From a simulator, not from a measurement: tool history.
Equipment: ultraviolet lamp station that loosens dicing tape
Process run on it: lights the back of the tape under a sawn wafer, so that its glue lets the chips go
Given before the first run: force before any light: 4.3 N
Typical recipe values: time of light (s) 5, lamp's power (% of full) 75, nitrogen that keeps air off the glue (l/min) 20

run   hour  time of light (s)  lamp's power (% of full)  nitrogen that keeps air off the glue (l/min)  force that peels the tape off (N)  light that reached the tape (mJ/cm2)
  1      0                  5                        75                                            20                              0.638                                   444
  2    4.8                  5                        64                                            20                              0.788                                   376
  3   12.8                  5                        75                                            20                              0.608                                   444
  4   21.6                  5                        75                                            20                              0.623                                   444
  5     31                  5                        75                                            20                              0.631                                   441
  6   35.2                  5                        75                                            29                              0.492                                   440
  7   40.1                  5                        75                                            29                              0.493                                   438
  8   45.8                  5                        75                                            29                              0.496                                   440
  9   50.7                  5                        80                                            20                              0.588                                   468
 10   57.2                  5                        80                                            20                              0.581                                   458
 11   62.3                  5                        80                                            20                              0.585                                   461
 12   67.9                  2                        80                                            20                              1.781                                   189
        71  -- window cleaned of glue's vapour
 13   75.6                  2                        80                                            20                               1.89                                   165
 14   80.3                  2                        69                                            20                              2.128                                   144
 15   84.8                  2                        69                                            20                              2.138                                   144
 16   91.5                  2                        69                                            20                              2.102                                   143
 17   99.6                  2                        69                                            20                              2.165                                   145
       106  -- window cleaned of glue's vapour, once more
 18  107.3                  3                        69                                            16                              1.242                                   293
 19    113                  3                        69                                            16                              1.267                                   295
 20  122.1                  3                        69                                            16                              1.298                                   289
 21  129.6                  5                        63                                             7                              1.174                                   438
 22  137.9                  4                        92                                            14                              0.635                                   506
 23  147.4                  8                        73                                            20                              0.258                                   810
 24  156.6                  8                        73                                            20                              0.261                                   808
 25  160.5                  8                        73                                            20                              0.265                                   811
 26  167.8                  4                        64                                            20                              0.857                                   356
 27  174.2                  9                        64                                            13                              0.334                                   788
 28  181.2                  6                        64                                            13                              0.625                                   525
 29  186.7                  6                        64                                            13                              0.629                                   531

Below, some changes in force that peels the tape off (N) between adjacent runs. For each, the amount present without the hidden state too (settings, incoming material, random variation) and the amount remaining for the hidden state with gauge scatter not shared by both compared results:
Unlogged tool condition in this case: lamp's light, % of a new lamp's; light that the window lets through, % of a clean one's; drift of the gauge itself on peel_n, %; drift of the gauge itself on dose_mj_cm2, %.
Run 11 -> 12: time of light (s) 5 -> 2. force that peels the tape off (N) +1.196: hidden state +0.147, all else +1.049.
Run 17 -> 18: time of light (s) 2 -> 3, nitrogen that keeps air off the glue (l/min) 20 -> 16, window cleaned of glue's vapour, once more. force that peels the tape off (N) -0.923: hidden state -0.449, all else -0.474.
